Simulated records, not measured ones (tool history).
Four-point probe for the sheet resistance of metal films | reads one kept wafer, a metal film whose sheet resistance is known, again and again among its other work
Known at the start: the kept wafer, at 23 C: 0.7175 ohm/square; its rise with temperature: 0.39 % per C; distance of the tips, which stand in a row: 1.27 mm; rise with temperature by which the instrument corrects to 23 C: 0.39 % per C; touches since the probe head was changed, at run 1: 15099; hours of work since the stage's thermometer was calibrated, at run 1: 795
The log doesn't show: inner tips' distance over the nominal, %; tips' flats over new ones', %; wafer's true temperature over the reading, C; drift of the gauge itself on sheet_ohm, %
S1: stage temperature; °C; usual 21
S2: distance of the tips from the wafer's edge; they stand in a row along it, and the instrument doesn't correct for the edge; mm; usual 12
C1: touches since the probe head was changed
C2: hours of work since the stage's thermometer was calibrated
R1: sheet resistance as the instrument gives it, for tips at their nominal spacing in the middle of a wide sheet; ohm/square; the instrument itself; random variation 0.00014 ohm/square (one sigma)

run,hour,S1,S2,C1,C2,R1
1,0.0,21,12,15099,795,0.723167
2,25.3,21,12,15623,810,0.723040
3,53.9,21,12,16213,827,0.723019
4,67.1,21,12,16487,834,0.723219
5,88.3,21,15,16925,847,0.721732
6,117.2,21,15,17523,864,0.721541
7,146.8,21,12,18136,882,0.723205
8,164.1,21,62,18492,892,0.718890
9,177.7,21,62,18775,900,0.719056
10,196.0,21,62,19154,911,0.719251
11,218.7,21,12,19622,924,0.723245
12,249.0,21,12,20248,942,0.723446
13,262.5,21,12,20529,950,0.723234
14,283.6,21,12,20966,963,0.723232
15,314.1,28,12,21596,981,0.722879
16,336.5,28,12,22059,994,0.722918
17,359.4,21,12,22533,1008,0.723178
18,380.5,29,12,22968,1020,0.722843
19,396.4,29,12,23297,1030,0.722831
20,414.8,29,12,23678,1041,0.723004
21,439.7,21,12,24193,1055,0.723183
22,459.5,21,12,24604,1067,0.723123
23,482.4,21,12,25077,1081,0.723114
24,498.5,21,12,25410,1090,0.723564
25,515.2,34,12,25756,1100,0.722805
26,529.6,21,13,26053,1109,0.723007
27,543.1,21,4,26332,1117,0.756202
28,570.9,21,40,26906,1133,0.719599
29,590.9,24,3,27320,1145,0.781845
30,609.2,24,3,27700,1156,0.781586
31,633.9,22,35,28210,1170,0.719570
32,655.9,22,35,28665,1183,0.719288
33,684.1,20,7,29248,1200,0.731565
34,705.6,20,7,29694,1213,0.732057
35,724.8,34,5,30091,1224,0.742772
36,750.0,25,24,30612,1239,0.720239
37,763.5,29,25,30892,1247,0.719880
38,784.9,23,12,31334,1260,0.723534
39,798.0,34,19,31604,1268,0.720425
40,813.7,27,30,31929,1277,0.719767
41,835.2,20,8,32375,1290,0.728945
42,857.0,24,32,32824,1303,0.720197
43,874.3,21,5,33182,1313,0.743452
44,891.2,20,12,33533,1323,0.723687
45,904.0,24,12,33798,1331,0.723655

Some steps in R1 between neighbouring runs. How much of each would the tool show without its hidden state too (settings, what came in, random variation), and how much is left for the hidden state, with any gauge scatter that isn't in both results?
Run 27 -> 28: S2 4 -> 40. R1 -0.036603 ohm/square: hidden state -0.000044, all else -0.036559.
Run 28 -> 29: S1 21 -> 24, S2 40 -> 3. R1 +0.062246 ohm/square: hidden state +0.000136, all else +0.062110.
Run 30 -> 31: S1 24 -> 22, S2 3 -> 35. R1 -0.062016 ohm/square: hidden state -0.000104, all else -0.061912.
Run 34 -> 35: S1 20 -> 34, S2 7 -> 5. R1 +0.010715 ohm/square: hidden state +0.000098, all else +0.010617.
